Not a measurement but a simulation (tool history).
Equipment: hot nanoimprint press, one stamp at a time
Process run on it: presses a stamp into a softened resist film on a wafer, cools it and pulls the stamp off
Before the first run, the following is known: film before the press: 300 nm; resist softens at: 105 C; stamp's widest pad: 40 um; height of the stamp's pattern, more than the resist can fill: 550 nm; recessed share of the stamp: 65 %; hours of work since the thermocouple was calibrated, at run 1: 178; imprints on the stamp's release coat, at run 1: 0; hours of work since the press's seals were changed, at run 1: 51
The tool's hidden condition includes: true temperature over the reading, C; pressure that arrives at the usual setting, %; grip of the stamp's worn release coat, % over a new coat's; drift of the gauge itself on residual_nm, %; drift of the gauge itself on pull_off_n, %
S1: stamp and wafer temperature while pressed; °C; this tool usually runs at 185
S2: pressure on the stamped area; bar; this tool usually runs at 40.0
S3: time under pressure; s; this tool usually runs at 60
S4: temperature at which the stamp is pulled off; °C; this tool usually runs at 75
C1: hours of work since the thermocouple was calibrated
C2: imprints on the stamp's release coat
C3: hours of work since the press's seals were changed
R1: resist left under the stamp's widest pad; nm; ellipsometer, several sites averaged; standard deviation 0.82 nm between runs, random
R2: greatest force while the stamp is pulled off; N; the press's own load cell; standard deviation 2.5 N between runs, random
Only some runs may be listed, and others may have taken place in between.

| run | hour | S1 | S2 | S3 | S4 | C1 | C2 | C3 | R1 | R2 |
|---|---|---|---|---|---|---|---|---|---|---|
| 1 | 0.0 | 185 | 40.0 | 60 | 75 | 178 | 0 | 51 | 159.4 | 121 |
| 2 | 55.4 | 185 | 40.0 | 60 | 75 | 215 | 265 | 88 | 160.9 | 123 |
| 3 | 123.7 | 185 | 40.0 | 60 | 75 | 261 | 591 | 134 | 160.1 | 129 |
|  | 167.9 | plate thermocouple calibrated |
| 4 | 175.0 | 185 | 40.0 | 60 | 75 | 5 | 821 | 166 | 162.5 | 134 |
| 5 | 213.6 | 185 | 40.0 | 60 | 75 | 31 | 1005 | 192 | 163.7 | 143 |
| 6 | 252.2 | 185 | 40.0 | 60 | 75 | 56 | 1190 | 218 | 163.6 | 145 |
|  | 315.6 | plate thermocouple calibrated, once more |
| 7 | 315.6 | 185 | 40.0 | 60 | 75 | 0 | 1478 | 258 | 158.8 | 146 |
| 8 | 377.8 | 185 | 40.0 | 60 | 75 | 42 | 1775 | 300 | 159.0 | 152 |
| 9 | 423.1 | 185 | 40.0 | 60 | 75 | 72 | 1991 | 330 | 159.5 | 158 |
|  | 461.6 | stamp cleaned and given a new release coat |
| 10 | 513.8 | 185 | 40.0 | 60 | 75 | 128 | 248 | 386 | 160.1 | 126 |
| 11 | 603.9 | 185 | 40.0 | 60 | 75 | 189 | 679 | 447 | 162.6 | 135 |
| 12 | 679.0 | 185 | 40.0 | 60 | 75 | 239 | 1037 | 497 | 162.1 | 140 |
| 13 | 751.9 | 185 | 40.0 | 60 | 75 | 288 | 1385 | 546 | 163.5 | 143 |
|  | 763.3 | plate thermocouple calibrated |
| 14 | 825.5 | 185 | 40.0 | 60 | 75 | 42 | 1722 | 593 | 158.8 | 149 |
| 15 | 874.1 | 184 | 59.8 | 54 | 64 | 74 | 1954 | 625 | 141.1 | 194 |
|  | 893.4 | press's hydraulic seals changed and the load cell set to zero |
|  | 931.3 | stamp cleaned and given a new release coat |
| 16 | 940.4 | 173 | 59.7 | 60 | 63 | 109 | 44 | 27 | 192.6 | 145 |
| 17 | 982.5 | 173 | 59.7 | 60 | 63 | 137 | 245 | 56 | 191.9 | 154 |
| 18 | 1035.9 | 173 | 47.9 | 60 | 79 | 173 | 499 | 91 | 209.4 | 115 |
| 19 | 1091.2 | 173 | 47.9 | 60 | 79 | 210 | 763 | 128 | 209.4 | 120 |
| 20 | 1159.6 | 188 | 40.0 | 60 | 75 | 255 | 1090 | 174 | 142.7 | 138 |
|  | 1213.9 | plate thermocouple calibrated |
| 21 | 1224.9 | 188 | 40.0 | 60 | 75 | 7 | 1387 | 216 | 143.2 | 137 |
| 22 | 1300.8 | 190 | 54.3 | 60 | 75 | 58 | 1750 | 266 | 114.9 | 154 |
| 23 | 1357.3 | 185 | 27.9 | 59 | 75 | 96 | 2020 | 304 | 187.6 | 156 |
|  | 1388.0 | stamp cleaned and given a new release coat |
| 24 | 1454.2 | 185 | 27.9 | 59 | 75 | 157 | 316 | 365 | 186.0 | 121 |
| 25 | 1534.2 | 185 | 27.9 | 59 | 75 | 210 | 698 | 418 | 188.0 | 132 |
| 26 | 1590.8 | 179 | 40.0 | 45 | 80 | 248 | 969 | 456 | 205.1 | 124 |

Consider 4 possible next runs. They are alternatives, not a sequence: every one starts from the tool as it was left by run 26. What does each give?
| A | 1647.5 | 179 | 40.0 | 49 | 80 | 286 | 1239 | 494 | ? | ? |
| B | 1647.5 | 192 | 40.0 | 45 | 80 | 286 | 1239 | 494 | ? | ? |
| C | 1647.5 | 179 | 30.3 | 33 | 80 | 286 | 1239 | 494 | ? | ? |
| D | 1647.5 | 179 | 40.0 | 83 | 71 | 286 | 1239 | 494 | ? | ? |

| run | R1 | R2 |
|---|---|---|
| A | 203.7 | 131 |
| B | 142.4 | 125 |
| C | 240.9 | 130 |
| D | 174.5 | 152 |
The same runs, with their run-to-run variation unchanged, on a tool lacking any hidden condition would have given:
| run | R1 | R2 |
|---|---|---|
| A | 198.4 | 108 |
| B | 137.9 | 102 |
| C | 237.0 | 107 |
| D | 169.1 | 125 |
